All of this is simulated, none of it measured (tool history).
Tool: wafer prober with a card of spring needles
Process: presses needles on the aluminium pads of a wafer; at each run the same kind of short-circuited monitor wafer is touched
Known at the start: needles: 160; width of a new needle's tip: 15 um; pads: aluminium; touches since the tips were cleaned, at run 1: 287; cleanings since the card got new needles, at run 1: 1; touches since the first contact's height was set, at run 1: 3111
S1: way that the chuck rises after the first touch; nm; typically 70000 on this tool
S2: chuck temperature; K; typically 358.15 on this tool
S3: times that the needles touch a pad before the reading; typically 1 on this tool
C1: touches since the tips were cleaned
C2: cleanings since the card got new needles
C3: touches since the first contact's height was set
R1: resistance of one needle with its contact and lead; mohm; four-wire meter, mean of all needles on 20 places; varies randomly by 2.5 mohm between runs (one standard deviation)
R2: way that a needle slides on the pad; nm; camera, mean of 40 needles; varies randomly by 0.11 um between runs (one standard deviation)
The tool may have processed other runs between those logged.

{"run": 1, "hour": 0.0, "S1": 70000, "S2": 358.15, "S3": 1, "C1": 287, "C2": 1, "C3": 3111, "R1": 304, "R2": 17630}
{"hour": 4.3, "done": "tips cleaned on abrasive film"}
{"hour": 8.6, "done": "tips cleaned on abrasive film"}
{"hour": 13.0, "done": "tips cleaned on abrasive film"}
{"hour": 18.3, "done": "tips cleaned on abrasive film"}
{"hour": 22.7, "done": "tips cleaned on abrasive film"}
{"hour": 27.0, "done": "tips cleaned on abrasive film"}
{"hour": 31.3, "done": "tips cleaned on abrasive film"}
{"hour": 36.3, "done": "tips cleaned on abrasive film"}
{"run": 2, "hour": 36.3, "S1": 55000, "S2": 358.15, "S3": 1, "C1": 0, "C2": 9, "C3": 22303, "R1": 304, "R2": 13680}
{"hour": 40.6, "done": "tips cleaned on abrasive film"}
{"hour": 46.0, "done": "tips cleaned on abrasive film"}
{"hour": 50.3, "done": "tips cleaned on abrasive film"}
{"hour": 54.6, "done": "tips cleaned on abrasive film"}
{"hour": 60.0, "done": "tips cleaned on abrasive film"}
{"run": 3, "hour": 62.8, "S1": 55000, "S2": 358.15, "S3": 1, "C1": 1507, "C2": 14, "C3": 36359, "R1": 378, "R2": 13660}
{"hour": 65.0, "done": "tips cleaned on abrasive film"}
{"hour": 70.4, "done": "tips cleaned on abrasive film"}
{"hour": 75.8, "done": "tips cleaned on abrasive film"}
{"hour": 80.1, "done": "tips cleaned on abrasive film"}
{"hour": 85.4, "done": "tips cleaned on abrasive film"}
{"hour": 90.8, "done": "tips cleaned on abrasive film"}
{"hour": 96.2, "done": "tips cleaned on abrasive film"}
{"hour": 101.6, "done": "tips cleaned on abrasive film"}
{"hour": 105.9, "done": "tips cleaned on abrasive film"}
{"run": 4, "hour": 106.1, "S1": 70000, "S2": 358.15, "S3": 1, "C1": 139, "C2": 23, "C3": 59313, "R1": 297, "R2": 17210}
{"hour": 110.5, "done": "tips cleaned on abrasive film"}
{"hour": 114.8, "done": "tips cleaned on abrasive film"}
{"hour": 120.2, "done": "tips cleaned on abrasive film"}
{"hour": 124.5, "done": "tips cleaned on abrasive film"}
{"hour": 128.8, "done": "tips cleaned on abrasive film"}
{"hour": 134.2, "done": "tips cleaned on abrasive film"}
{"hour": 138.5, "done": "tips cleaned on abrasive film"}
{"hour": 142.8, "done": "tips cleaned on abrasive film"}
{"hour": 148.2, "done": "tips cleaned on abrasive film"}
{"hour": 152.5, "done": "tips cleaned on abrasive film"}
{"run": 5, "hour": 153.2, "S1": 70000, "S2": 358.15, "S3": 1, "C1": 380, "C2": 33, "C3": 84220, "R1": 313, "R2": 16900}
{"hour": 154.6, "done": "height of the first contact set anew"}
{"hour": 157.8, "done": "tips cleaned on abrasive film"}
{"hour": 162.2, "done": "tips cleaned on abrasive film"}
{"hour": 166.5, "done": "tips cleaned on abrasive film"}
{"hour": 171.9, "done": "tips cleaned on abrasive film"}
{"hour": 176.2, "done": "tips cleaned on abrasive film"}
{"hour": 180.5, "done": "tips cleaned on abrasive film"}
{"hour": 184.8, "done": "tips cleaned on abrasive film"}
{"hour": 190.2, "done": "tips cleaned on abrasive film"}
{"hour": 194.5, "done": "tips cleaned on abrasive film"}
{"run": 6, "hour": 197.4, "S1": 70000, "S2": 358.15, "S3": 1, "C1": 1555, "C2": 42, "C3": 22660, "R1": 353, "R2": 17420}
{"hour": 199.6, "done": "tips cleaned on abrasive film"}
{"hour": 205.0, "done": "tips cleaned on abrasive film"}
{"hour": 210.3, "done": "tips cleaned on abrasive film"}
{"hour": 215.7, "done": "tips cleaned on abrasive film"}
{"hour": 221.1, "done": "tips cleaned on abrasive film"}
{"hour": 226.0, "done": "tips cleaned on abrasive film"}
{"run": 7, "hour": 226.0, "S1": 70000, "S2": 358.15, "S3": 1, "C1": 0, "C2": 48, "C3": 37819, "R1": 294, "R2": 17470}
{"hour": 231.4, "done": "tips cleaned on abrasive film"}
{"hour": 236.8, "done": "tips cleaned on abrasive film"}
{"hour": 242.1, "done": "tips cleaned on abrasive film"}
{"hour": 247.5, "done": "tips cleaned on abrasive film"}
{"hour": 252.2, "done": "tips cleaned on abrasive film"}
{"run": 8, "hour": 252.2, "S1": 70000, "S2": 358.15, "S3": 1, "C1": 0, "C2": 53, "C3": 51683, "R1": 296, "R2": 17450}
{"hour": 257.5, "done": "tips cleaned on abrasive film"}
{"hour": 262.9, "done": "tips cleaned on abrasive film"}
{"hour": 267.2, "done": "tips cleaned on abrasive film"}
{"hour": 272.6, "done": "tips cleaned on abrasive film"}
{"hour": 276.9, "done": "tips cleaned on abrasive film"}
{"hour": 281.2, "done": "tips cleaned on abrasive film"}
{"hour": 285.6, "done": "tips cleaned on abrasive film"}
{"hour": 290.9, "done": "tips cleaned on abrasive film"}
{"hour": 296.3, "done": "tips cleaned on abrasive film"}
{"hour": 301.7, "done": "tips cleaned on abrasive film"}
{"run": 9, "hour": 301.8, "S1": 70000, "S2": 358.15, "S3": 1, "C1": 68, "C2": 63, "C3": 77990, "R1": 300, "R2": 17100}
{"hour": 306.1, "done": "tips cleaned on abrasive film"}
{"hour": 310.5, "done": "tips cleaned on abrasive film"}
{"hour": 315.0, "done": "height of the first contact set anew"}
{"hour": 316.1, "done": "tips cleaned on abrasive film"}
{"hour": 321.5, "done": "tips cleaned on abrasive film"}
{"hour": 325.8, "done": "tips cleaned on abrasive film"}
{"run": 10, "hour": 329.2, "S1": 52000, "S2": 333.15, "S3": 2, "C1": 1834, "C2": 68, "C3": 7539, "R1": 356, "R2": 13090}
{"hour": 330.4, "done": "tips cleaned on abrasive film"}
{"hour": 335.8, "done": "tips cleaned on abrasive film"}
{"hour": 340.1, "done": "tips cleaned on abrasive film"}
{"hour": 344.4, "done": "tips cleaned on abrasive film"}
{"hour": 349.8, "done": "tips cleaned on abrasive film"}
{"hour": 355.1, "done": "tips cleaned on abrasive film"}
{"hour": 360.5, "done": "tips cleaned on abrasive film"}
{"hour": 364.8, "done": "tips cleaned on abrasive film"}
{"hour": 370.2, "done": "tips cleaned on abrasive film"}
{"hour": 374.5, "done": "tips cleaned on abrasive film"}
{"run": 11, "hour": 377.1, "S1": 70000, "S2": 315.15, "S3": 1, "C1": 1413, "C2": 78, "C3": 32910, "R1": 337, "R2": 17440}
{"hour": 379.4, "done": "tips cleaned on abrasive film"}
{"hour": 383.7, "done": "tips cleaned on abrasive film"}
{"hour": 389.1, "done": "tips cleaned on abrasive film"}
{"hour": 394.4, "done": "tips cleaned on abrasive film"}
{"hour": 398.7, "done": "tips cleaned on abrasive film"}
{"hour": 403.1, "done": "tips cleaned on abrasive film"}
{"hour": 408.4, "done": "tips cleaned on abrasive film"}
{"hour": 412.8, "done": "tips cleaned on abrasive film"}
{"hour": 418.1, "done": "tips cleaned on abrasive film"}
{"run": 12, "hour": 422.1, "S1": 70000, "S2": 315.15, "S3": 1, "C1": 2133, "C2": 87, "C3": 56718, "R1": 360, "R2": 17230}
{"hour": 423.2, "done": "tips cleaned on abrasive film"}
{"hour": 427.6, "done": "tips cleaned on abrasive film"}
{"hour": 431.9, "done": "tips cleaned on abrasive film"}
{"hour": 437.3, "done": "tips cleaned on abrasive film"}
{"hour": 442.6, "done": "tips cleaned on abrasive film"}
{"hour": 448.0, "done": "tips cleaned on abrasive film"}
{"hour": 453.4, "done": "tips cleaned on abrasive film"}
{"hour": 458.8, "done": "tips cleaned on abrasive film"}
{"run": 13, "hour": 462.2, "S1": 70000, "S2": 315.15, "S3": 1, "C1": 1841, "C2": 95, "C3": 77952, "R1": 358, "R2": 16840}
{"hour": 463.3, "done": "tips cleaned on abrasive film"}
{"hour": 468.7, "done": "tips cleaned on abrasive film"}
{"hour": 474.1, "done": "tips cleaned on abrasive film"}
{"hour": 475.4, "done": "height of the first contact set anew"}
{"hour": 478.7, "done": "tips cleaned on abrasive film"}
{"hour": 484.1, "done": "tips cleaned on abrasive film"}
{"hour": 489.4, "done": "tips cleaned on abrasive film"}
{"hour": 494.8, "done": "tips cleaned on abrasive film"}
{"hour": 499.1, "done": "tips cleaned on abrasive film"}
{"hour": 504.5, "done": "tips cleaned on abrasive film"}
{"hour": 508.8, "done": "tips cleaned on abrasive film"}
{"run": 14, "hour": 509.8, "S1": 81000, "S2": 380.15, "S3": 1, "C1": 508, "C2": 105, "C3": 18190, "R1": 314, "R2": 20320}

How would selected steps in R1 from run to run divide? Give the signed amount a tool lacking its hidden state would still show from settings, what came in and random variation, and the signed amount left for the hidden state, including any gauge scatter that is not in both of the compared results.
What the log doesn't record here: debris on the tips, nm; way that the needles fall short of the set height, um; tips' diameter, um; drift of the gauge itself on contact_mohm, %; drift of the gauge itself on scrub_um, %.
Run 2 -> 3: tips cleaned on abrasive film, tips cleaned on abrasive film, tips cleaned on abrasive film, tips cleaned on abrasive film, tips cleaned on abrasive film. R1 +74 mohm: hidden state +74, all else +0.
Run 3 -> 4: S1 55000 -> 70000, tips cleaned on abrasive film, tips cleaned on abrasive film, tips cleaned on abrasive film, tips cleaned on abrasive film, tips cleaned on abrasive film, tips cleaned on abrasive film, tips cleaned on abrasive film, tips cleaned on abrasive film, tips cleaned on abrasive film. R1 -81 mohm: hidden state -73, all else -8.

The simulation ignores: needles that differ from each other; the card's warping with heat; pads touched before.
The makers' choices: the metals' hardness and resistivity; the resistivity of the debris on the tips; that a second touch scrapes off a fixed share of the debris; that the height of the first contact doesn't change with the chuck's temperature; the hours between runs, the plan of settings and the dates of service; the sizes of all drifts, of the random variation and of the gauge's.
